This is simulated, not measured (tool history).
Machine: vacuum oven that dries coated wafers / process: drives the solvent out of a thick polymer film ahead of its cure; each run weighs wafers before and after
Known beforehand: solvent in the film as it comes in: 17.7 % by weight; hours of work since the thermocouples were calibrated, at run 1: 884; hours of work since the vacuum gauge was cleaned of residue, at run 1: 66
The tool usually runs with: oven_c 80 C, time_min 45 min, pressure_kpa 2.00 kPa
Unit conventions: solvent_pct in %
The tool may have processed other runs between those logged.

run	hour	oven_c	time_min	pressure_kpa	hours of work since the thermocouples were calibrated	hours of work since the vacuum gauge was cleaned of residue	solvent_pct
1	0.0	80	45	2.00	884	66	3.67
2	10.7	80	45	2.00	893	75	3.78
3	22.0	85	45	2.00	902	84	2.55
4	27.3	85	45	2.00	906	88	2.66
5	35.0	80	45	2.00	912	94	3.71
6	44.8	80	45	7.65	919	102	11.08
7	56.3	80	45	2.00	928	111	3.67
8	62.4	80	45	2.00	933	115	3.82
9	69.0	80	45	2.00	938	120	3.77
10	80.6	80	45	2.00	948	130	3.80
11	87.7	80	45	2.00	953	135	3.79
12	98.7	80	45	2.00	962	144	3.79
13	108.4	80	45	2.00	969	151	3.72
14	117.9	80	45	2.00	977	159	3.82
15	123.3	80	32	2.00	981	163	4.80
16	131.1	80	45	2.00	987	169	3.91
17	141.9	80	45	2.00	996	178	3.80
18	148.2	80	45	2.00	1001	183	3.75
# hour 150.8: oven's thermocouples calibrated
19	158.2	80	45	2.00	6	189	4.17
20	169.8	80	45	2.00	15	198	4.05
21	176.9	79	45	2.00	20	204	4.43
22	184.5	80	66	2.00	26	210	3.35
23	191.1	84	32	2.00	32	215	3.95
24	201.4	85	45	2.00	40	223	2.85
# hour 209.1: oven's thermocouples calibrated, once more
25	213.7	73	45	2.00	4	231	5.42
26	219.1	76	24	1.50	8	235	5.92
27	231.1	76	24	1.49	17	245	5.91
28	238.3	80	52	4.19	23	250	5.82
29	249.5	76	31	2.00	32	259	5.52
30	255.9	76	31	2.00	37	264	5.54
31	262.8	76	31	2.00	42	269	5.61
32	270.8	76	31	2.00	48	276	5.73
33	281.1	92	43	1.26	57	284	1.10
34	288.5	92	68	1.26	62	290	1.08
35	298.4	92	23	1.07	70	297	1.43
36	309.5	92	23	1.07	79	306	1.43
37	315.6	92	23	1.07	84	311	1.40
38	327.1	93	45	1.52	93	320	1.22
39	332.0	93	45	1.52	96	324	1.35
40	338.1	71	28	2.62	101	329	8.84

Predict each of these 5 candidate next runs independently; none follows another, all start after run 40:
A	344.4	86	36	1.12	106	334	?
B	344.4	69	40	1.81	106	334	?
C	344.4	87	24	1.12	106	334	?
D	344.4	71	28	1.28	106	334	?
E	344.4	82	48	4.86	106	334	?

run	solvent_pct
A	1.60
B	7.22
C	2.18
D	7.14
E	6.10
What these runs would have given with no unlogged condition in the tool:
run	solvent_pct
A	1.50
B	7.10
C	2.10
D	7.04
E	6.00
